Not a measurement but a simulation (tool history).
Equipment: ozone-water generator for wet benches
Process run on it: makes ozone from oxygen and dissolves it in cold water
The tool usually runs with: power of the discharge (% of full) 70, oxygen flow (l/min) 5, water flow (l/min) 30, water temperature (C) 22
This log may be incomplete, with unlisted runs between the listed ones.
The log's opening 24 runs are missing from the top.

run    hour  power of the discharge (% of full)  oxygen flow (l/min)  water flow (l/min)  water temperature (C)  dissolved ozone (ppm)  ozone in the gas ahead of the water (g/m3)
 25  2615.4                                  49                 7.66                  30                     14                   12.9                                       144.3
 26  2747.7                                  49                 7.66                  30                     14                   13.1                                       144.1
 27  2838.2                                  49                 7.66                  30                     14                   13.2                                       143.7
 28  2947.8                                  49                 8.88                  26                     14                   15.5                                       138.7
 29  3086.5                                  49                 8.88                  26                     14                   15.5                                       138.5
 30  3187.6                                  56                    5                  30                     21                   11.7                                       184.4
 31  3336.9                                  68                 6.52                  19                     17                   23.7                                       197.6
 32  3403.9                                  68                 3.96                  19                     17                   21.1                                       232.5
 33  3517.1                                  56                    5                  42                     19                    8.3                                       186.3
 34  3641.2                                  80                 3.61                  22                     15                   20.4                                       272.5

Consider 3 possible next runs. They are alternatives, not a sequence: every one starts from the tool as it was left by run 34. What does each give?
  A  3705.6                                  78                 3.61                  21                     18                      ?                                           ?
  B  3705.6                                  70                    5                  30                     25                      ?                                           ?
  C  3705.6                                  80                 3.61                  22                     16                      ?                                           ?

run  dissolved ozone (ppm)  ozone in the gas ahead of the water (g/m3)
  A                   20.3                                       264.1
  B                   13.3                                       220.9
  C                     20                                       269.3
Had the tool no hidden state, the same runs would have come out as:
run  dissolved ozone (ppm)  ozone in the gas ahead of the water (g/m3)
  A                   20.4                                       258.1
  B                   13.3                                       215.8
  C                     20                                       263.1

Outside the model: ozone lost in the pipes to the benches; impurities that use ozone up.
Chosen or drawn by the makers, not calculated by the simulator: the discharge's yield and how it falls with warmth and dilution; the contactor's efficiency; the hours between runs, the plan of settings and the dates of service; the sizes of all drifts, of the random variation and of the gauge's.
